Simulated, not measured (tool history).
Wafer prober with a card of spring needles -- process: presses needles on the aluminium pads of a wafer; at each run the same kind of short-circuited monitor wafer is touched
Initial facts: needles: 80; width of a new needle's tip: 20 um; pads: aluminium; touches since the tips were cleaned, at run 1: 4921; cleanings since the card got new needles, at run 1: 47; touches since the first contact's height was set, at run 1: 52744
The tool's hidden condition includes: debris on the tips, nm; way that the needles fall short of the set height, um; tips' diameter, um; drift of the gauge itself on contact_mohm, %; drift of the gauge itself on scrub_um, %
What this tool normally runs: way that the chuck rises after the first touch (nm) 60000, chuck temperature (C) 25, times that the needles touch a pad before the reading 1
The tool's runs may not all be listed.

run,hour,way that the chuck rises after the first touch (nm),chuck temperature (C),times that the needles touch a pad before the reading,touches since the tips were cleaned,cleanings since the card got new needles,touches since the first contact's height was set,resistance of one needle with its contact and lead (mohm),way that a needle slides on the pad (nm)
1,0.0,60000,25,1,4921,47,52744,670,7320
# hour 9.7: tips cleaned on abrasive film
2,29.9,60000,25,1,7797,48,64257,740,7350
# hour 32.6: tips cleaned on abrasive film
# hour 43.4: height of the first contact set anew
3,45.8,60000,25,1,5002,49,951,695,7400
# hour 56.8: tips cleaned on abrasive film
4,76.4,60000,25,1,7584,50,12716,723,7400
# hour 78.6: tips cleaned on abrasive film
# hour 101.2: tips cleaned on abrasive film
5,105.6,60000,115,1,1683,52,23936,509,7400
# hour 124.0: tips cleaned on abrasive film
6,128.9,60000,115,1,1917,53,32916,546,7380
# hour 146.5: tips cleaned on abrasive film
7,155.9,60000,115,1,3627,54,43292,650,7380
# hour 168.9: tips cleaned on abrasive film
8,168.9,60000,115,1,0,55,48303,365,7340
9,189.0,60000,115,1,7736,55,56039,724,7350
# hour 191.8: tips cleaned on abrasive film
# hour 214.0: tips cleaned on abrasive film
10,219.3,60000,115,1,2063,57,67707,577,7330
# hour 222.9: height of the first contact set anew
# hour 236.9: tips cleaned on abrasive film
11,237.9,60000,115,1,385,58,5741,402,7390
12,253.2,60000,115,1,6295,58,11651,711,7410
# hour 260.2: tips cleaned on abrasive film
13,275.0,60000,25,1,5701,59,20037,726,7390
# hour 282.5: tips cleaned on abrasive film
14,294.9,41000,30,2,4801,60,27711,821,5050
# hour 304.2: tips cleaned on abrasive film
15,308.3,56000,35,1,1555,61,32832,572,6890
# hour 327.1: tips cleaned on abrasive film
16,338.0,41000,30,1,4209,62,44274,1121,5010
# hour 350.2: tips cleaned on abrasive film
17,351.1,69000,25,2,368,63,49332,322,8490
# hour 372.1: tips cleaned on abrasive film
18,382.3,47000,114,2,3948,64,61337,670,5720
# hour 394.3: tips cleaned on abrasive film
19,397.8,60000,77,3,1347,65,67280,386,7320
# hour 402.3: height of the first contact set anew
# hour 417.8: tips cleaned on abrasive film
20,427.5,60000,77,3,3754,66,9697,445,7400
# hour 439.6: tips cleaned on abrasive film
21,455.8,51000,37,2,6240,67,20594,660,6280
# hour 462.9: tips cleaned on abrasive film
22,468.6,50000,25,1,2172,68,25503,740,6120
# hour 487.4: tips cleaned on abrasive film
23,488.0,50000,25,1,235,69,32977,417,6150
24,502.9,50000,25,1,6002,69,38744,933,6130
# hour 509.1: tips cleaned on abrasive film
25,530.4,50000,25,1,8227,70,49319,973,6130
# hour 532.5: tips cleaned on abrasive film
26,548.9,47000,25,1,6341,71,56423,1030,5720

A few steps of resistance of one needle with its contact and lead (mohm) between consecutive runs. Split each: what settings, incoming material and random variation would produce without the hidden state, and what is left over for the hidden state, along with gauge scatter present in only one of the two compared results (measured, and without hidden state):
Run 15 -> 16: way that the chuck rises after the first touch (nm) 56000 -> 41000, chuck temperature (C) 35 -> 30, tips cleaned on abrasive film. resistance of one needle with its contact and lead (mohm) +549: hidden state +540, all else +9.
Run 16 -> 17: way that the chuck rises after the first touch (nm) 41000 -> 69000, chuck temperature (C) 30 -> 25, times that the needles touch a pad before the reading 1 -> 2, tips cleaned on abrasive film. resistance of one needle with its contact and lead (mohm) -799: hidden state -779, all else -20.

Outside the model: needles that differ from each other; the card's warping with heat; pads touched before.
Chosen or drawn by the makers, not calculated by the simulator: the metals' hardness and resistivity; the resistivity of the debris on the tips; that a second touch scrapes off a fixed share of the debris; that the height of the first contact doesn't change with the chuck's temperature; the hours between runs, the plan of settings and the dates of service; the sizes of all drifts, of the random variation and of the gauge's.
